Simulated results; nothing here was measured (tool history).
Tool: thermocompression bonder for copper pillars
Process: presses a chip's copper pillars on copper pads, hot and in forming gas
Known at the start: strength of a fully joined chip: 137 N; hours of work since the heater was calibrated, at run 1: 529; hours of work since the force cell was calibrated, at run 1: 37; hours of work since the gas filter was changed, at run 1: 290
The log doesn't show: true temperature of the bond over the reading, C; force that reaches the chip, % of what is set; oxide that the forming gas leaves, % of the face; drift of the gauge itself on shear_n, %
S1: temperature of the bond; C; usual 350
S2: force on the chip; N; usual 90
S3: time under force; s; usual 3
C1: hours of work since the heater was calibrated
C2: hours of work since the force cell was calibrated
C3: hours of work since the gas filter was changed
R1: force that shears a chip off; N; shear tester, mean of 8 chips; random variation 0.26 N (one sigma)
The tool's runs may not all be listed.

{"run": 1, "hour": 0.0, "S1": 350, "S2": 90, "S3": 3, "C1": 529, "C2": 37, "C3": 290, "R1": 89.1}
{"run": 2, "hour": 11.8, "S1": 322, "S2": 90, "S3": 3, "C1": 538, "C2": 46, "C3": 299, "R1": 76}
{"run": 3, "hour": 25.2, "S1": 322, "S2": 90, "S3": 3, "C1": 548, "C2": 56, "C3": 309, "R1": 75.4}
{"run": 4, "hour": 33.7, "S1": 322, "S2": 90, "S3": 3, "C1": 555, "C2": 63, "C3": 316, "R1": 75.6}
{"run": 5, "hour": 42.0, "S1": 322, "S2": 90, "S3": 3, "C1": 561, "C2": 69, "C3": 322, "R1": 75.4}
{"run": 6, "hour": 50.3, "S1": 322, "S2": 90, "S3": 3, "C1": 567, "C2": 75, "C3": 328, "R1": 75.3}
{"run": 7, "hour": 60.0, "S1": 350, "S2": 90, "S3": 3, "C1": 575, "C2": 83, "C3": 336, "R1": 88.6}
{"run": 8, "hour": 70.6, "S1": 350, "S2": 90, "S3": 3, "C1": 583, "C2": 91, "C3": 344, "R1": 89.1}
{"run": 9, "hour": 81.4, "S1": 350, "S2": 90, "S3": 3, "C1": 592, "C2": 100, "C3": 353, "R1": 88.6}
{"run": 10, "hour": 90.5, "S1": 350, "S2": 66, "S3": 3, "C1": 599, "C2": 107, "C3": 360, "R1": 79}
{"run": 11, "hour": 102.4, "S1": 350, "S2": 69, "S3": 3, "C1": 608, "C2": 116, "C3": 369, "R1": 80.2}
{"run": 12, "hour": 113.7, "S1": 350, "S2": 90, "S3": 3, "C1": 617, "C2": 125, "C3": 378, "R1": 88.6}
{"run": 13, "hour": 126.0, "S1": 350, "S2": 90, "S3": 3, "C1": 626, "C2": 134, "C3": 387, "R1": 88.3}
{"run": 14, "hour": 134.9, "S1": 350, "S2": 56, "S3": 3, "C1": 633, "C2": 141, "C3": 394, "R1": 73.1}
{"run": 15, "hour": 142.8, "S1": 350, "S2": 56, "S3": 3, "C1": 639, "C2": 147, "C3": 400, "R1": 73.3}
{"run": 16, "hour": 151.0, "S1": 350, "S2": 56, "S3": 7, "C1": 645, "C2": 153, "C3": 406, "R1": 93.4}
{"hour": 154.1, "done": "heater calibrated with a thermocouple chip"}
{"run": 17, "hour": 166.1, "S1": 350, "S2": 99, "S3": 7, "C1": 9, "C2": 164, "C3": 417, "R1": 110.1}
{"run": 18, "hour": 176.8, "S1": 350, "S2": 99, "S3": 7, "C1": 18, "C2": 172, "C3": 425, "R1": 109.5}
{"run": 19, "hour": 185.0, "S1": 350, "S2": 99, "S3": 7, "C1": 24, "C2": 178, "C3": 431, "R1": 109.4}
{"hour": 192.9, "done": "heater calibrated with a thermocouple chip, once more"}
{"run": 20, "hour": 200.4, "S1": 353, "S2": 58, "S3": 7, "C1": 6, "C2": 189, "C3": 442, "R1": 93}
{"run": 21, "hour": 213.9, "S1": 364, "S2": 74, "S3": 6, "C1": 16, "C2": 199, "C3": 452, "R1": 101.4}
{"hour": 224.3, "done": "forming gas filter changed"}
{"run": 22, "hour": 226.9, "S1": 364, "S2": 74, "S3": 6, "C1": 26, "C2": 209, "C3": 2, "R1": 107.3}
{"run": 23, "hour": 237.9, "S1": 357, "S2": 55, "S3": 2, "C1": 34, "C2": 217, "C3": 11, "R1": 67.3}
{"run": 24, "hour": 244.0, "S1": 347, "S2": 55, "S3": 2, "C1": 39, "C2": 222, "C3": 15, "R1": 62.7}
{"run": 25, "hour": 254.2, "S1": 347, "S2": 55, "S3": 3, "C1": 47, "C2": 230, "C3": 23, "R1": 72.2}
{"run": 26, "hour": 266.5, "S1": 347, "S2": 129, "S3": 3, "C1": 57, "C2": 239, "C3": 33, "R1": 100.2}
{"run": 27, "hour": 272.7, "S1": 347, "S2": 129, "S3": 3, "C1": 61, "C2": 244, "C3": 37, "R1": 100.2}

Forecast run 28:
{"run": 28, "hour": 280.9, "S1": 380, "S2": 76, "S3": 5, "C1": 68, "C2": 250, "C3": 44, "R1": "?"}

Run 28 gave R1 109.5 N.
Without the tool's hidden state the same run would have given R1 109.8 N.
